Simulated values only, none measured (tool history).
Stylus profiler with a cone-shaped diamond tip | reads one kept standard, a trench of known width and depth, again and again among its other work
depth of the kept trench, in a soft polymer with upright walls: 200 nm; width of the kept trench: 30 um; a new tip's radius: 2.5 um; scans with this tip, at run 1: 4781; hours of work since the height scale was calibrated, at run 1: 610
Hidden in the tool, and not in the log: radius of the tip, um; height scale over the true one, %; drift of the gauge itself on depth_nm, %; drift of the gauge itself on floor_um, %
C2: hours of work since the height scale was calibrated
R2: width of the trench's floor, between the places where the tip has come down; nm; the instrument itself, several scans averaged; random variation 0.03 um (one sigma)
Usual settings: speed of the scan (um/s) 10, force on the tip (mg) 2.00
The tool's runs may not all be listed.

{"run": 1, "hour": 0.0, "speed of the scan (um/s)": 10, "force on the tip (mg)": 2.0, "scans with this tip": 4781, "C2": 610, "depth of the trench (nm)": 202.09, "R2": 27710}
{"run": 2, "hour": 47.9, "speed of the scan (um/s)": 10, "force on the tip (mg)": 2.0, "scans with this tip": 5049, "C2": 644, "depth of the trench (nm)": 202.21, "R2": 27700}
{"run": 3, "hour": 89.8, "speed of the scan (um/s)": 10, "force on the tip (mg)": 2.0, "scans with this tip": 5283, "C2": 674, "depth of the trench (nm)": 201.96, "R2": 27760}
{"run": 4, "hour": 139.6, "speed of the scan (um/s)": 6, "force on the tip (mg)": 2.0, "scans with this tip": 5561, "C2": 710, "depth of the trench (nm)": 201.99, "R2": 27720}
{"run": 5, "hour": 175.2, "speed of the scan (um/s)": 6, "force on the tip (mg)": 2.0, "scans with this tip": 5760, "C2": 735, "depth of the trench (nm)": 202.26, "R2": 27730}
{"run": 6, "hour": 205.0, "speed of the scan (um/s)": 6, "force on the tip (mg)": 2.0, "scans with this tip": 5927, "C2": 756, "depth of the trench (nm)": 202.18, "R2": 27690}
{"run": 7, "hour": 232.3, "speed of the scan (um/s)": 6, "force on the tip (mg)": 2.0, "scans with this tip": 6079, "C2": 776, "depth of the trench (nm)": 202.3, "R2": 27720}
{"run": 8, "hour": 274.1, "speed of the scan (um/s)": 6, "force on the tip (mg)": 2.01, "scans with this tip": 6312, "C2": 806, "depth of the trench (nm)": 202.28, "R2": 27700}
{"hour": 278.6, "done": "height scale calibrated on a step standard"}
{"run": 9, "hour": 301.1, "speed of the scan (um/s)": 10, "force on the tip (mg)": 2.0, "scans with this tip": 6460, "C2": 16, "depth of the trench (nm)": 202.52, "R2": 27660}
{"run": 10, "hour": 353.9, "speed of the scan (um/s)": 10, "force on the tip (mg)": 2.0, "scans with this tip": 6755, "C2": 54, "depth of the trench (nm)": 202.53, "R2": 27600}
{"run": 11, "hour": 382.1, "speed of the scan (um/s)": 10, "force on the tip (mg)": 2.0, "scans with this tip": 6913, "C2": 74, "depth of the trench (nm)": 202.52, "R2": 27630}
{"hour": 393.7, "done": "height scale calibrated on a step standard, once more"}
{"run": 12, "hour": 430.9, "speed of the scan (um/s)": 10, "force on the tip (mg)": 2.0, "scans with this tip": 7182, "C2": 27, "depth of the trench (nm)": 201.48, "R2": 27590}
{"run": 13, "hour": 462.7, "speed of the scan (um/s)": 10, "force on the tip (mg)": 2.0, "scans with this tip": 7360, "C2": 49, "depth of the trench (nm)": 201.51, "R2": 27630}
{"run": 14, "hour": 499.5, "speed of the scan (um/s)": 12, "force on the tip (mg)": 3.57, "scans with this tip": 7566, "C2": 75, "depth of the trench (nm)": 202.16, "R2": 27660}
{"run": 15, "hour": 530.9, "speed of the scan (um/s)": 17, "force on the tip (mg)": 2.88, "scans with this tip": 7741, "C2": 98, "depth of the trench (nm)": 201.91, "R2": 27560}
{"run": 16, "hour": 580.3, "speed of the scan (um/s)": 14, "force on the tip (mg)": 5.46, "scans with this tip": 8017, "C2": 133, "depth of the trench (nm)": 202.83, "R2": 27580}

Forecast run 17:
{"run": 17, "hour": 626.3, "speed of the scan (um/s)": 34, "force on the tip (mg)": 1.38, "scans with this tip": 8274, "C2": 166, "depth of the trench (nm)": "?", "R2": "?"}

depth of the trench (nm): 201.16
R2: 27390 nm
Without the tool's hidden state the same run would have given depth of the trench (nm) 200.91, R2 27790 nm.
